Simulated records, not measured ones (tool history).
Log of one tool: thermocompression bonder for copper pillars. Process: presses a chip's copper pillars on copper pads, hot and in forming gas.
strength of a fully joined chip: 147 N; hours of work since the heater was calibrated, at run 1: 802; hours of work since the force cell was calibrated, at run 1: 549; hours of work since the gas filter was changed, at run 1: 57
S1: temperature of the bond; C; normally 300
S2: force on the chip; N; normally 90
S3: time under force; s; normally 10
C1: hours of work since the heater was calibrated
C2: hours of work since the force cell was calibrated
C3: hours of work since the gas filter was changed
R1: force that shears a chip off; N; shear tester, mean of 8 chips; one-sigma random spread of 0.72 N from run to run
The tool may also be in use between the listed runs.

Run 1, hour 0: usual settings; C1 802; C2 549; C3 57. Result: R1 62.4 N.
Run 2, hour 30.5: usual settings; C1 822; C2 569; C3 77. Result: R1 61.7 N.
Run 3, hour 52.5: usual settings but S2 69 N; C1 837; C2 584; C3 92. Result: R1 47.4 N.
Run 4, hour 73.8: usual settings but S2 69 N; C1 852; C2 599; C3 106. Result: R1 47 N.
Run 5, hour 90.9: usual settings but S2 69 N, S3 5 s; C1 863; C2 610; C3 118. Result: R1 35.4 N.
Run 6, hour 115.3: usual settings but S2 69 N, S3 5 s; C1 880; C2 627; C3 134. Result: R1 36 N.
Run 7, hour 128.7: usual settings but S2 69 N, S3 5 s; C1 889; C2 636; C3 143. Result: R1 35 N.
At hour 141: forming gas filter changed.
Run 8, hour 142.7: usual settings but S2 69 N, S3 5 s; C1 898; C2 645; C3 1. Result: R1 35.7 N.
Run 9, hour 159.7: usual settings; C1 909; C2 656; C3 13. Result: R1 62.5 N.
Run 10, hour 174.3: usual settings; C1 919; C2 666; C3 22. Result: R1 61.9 N.
At hour 178.3: force cell calibrated.
Run 11, hour 199.4: usual settings but S3 7 s; C1 935; C2 14; C3 38. Result: R1 54.3 N.
Run 12, hour 219.4: usual settings but S3 7 s; C1 948; C2 28; C3 52. Result: R1 53.8 N.
Run 13, hour 245: usual settings but S3 7 s; C1 966; C2 45; C3 69. Result: R1 52.9 N.
Run 14, hour 269.7: usual settings but S1 282 C; C1 982; C2 62; C3 86. Result: R1 52.8 N.
Run 15, hour 297: usual settings but S1 282 C; C1 1001; C2 80; C3 104. Result: R1 52 N.
Run 16, hour 310.9: usual settings but S1 297 C; C1 1010; C2 89; C3 114. Result: R1 60.5 N.
At hour 331.7: force cell calibrated, once more.
Run 17, hour 339.7: usual settings but S2 112 N; C1 1029; C2 5; C3 132. Result: R1 71.9 N.
Run 18, hour 360.1: usual settings but S2 112 N; C1 1042; C2 19; C3 146. Result: R1 71.8 N.
At hour 368.6: forming gas filter changed.
Run 19, hour 374.2: usual settings but S1 315 C, S2 108 N, S3 7 s; C1 1051; C2 28; C3 4. Result: R1 72.1 N.
Run 20, hour 400.7: usual settings but S1 303 C, S3 25 s; C1 1069; C2 46; C3 22. Result: R1 85.9 N.
Run 21, hour 427.2: usual settings but S1 303 C, S3 25 s; C1 1087; C2 64; C3 40. Result: R1 83.5 N.

Run 22, settings as shown, results not yet in. Your forecast:
Run 22, hour 456.4: usual settings but S1 272 C, S2 62 N, S3 16 s; C1 1107; C2 84; C3 59. Result: R1 ?.

Run 22 yielded R1 38.6 N.
Were there no unlogged condition in the tool, this run, its random variation unchanged, would have produced R1 41.9 N.

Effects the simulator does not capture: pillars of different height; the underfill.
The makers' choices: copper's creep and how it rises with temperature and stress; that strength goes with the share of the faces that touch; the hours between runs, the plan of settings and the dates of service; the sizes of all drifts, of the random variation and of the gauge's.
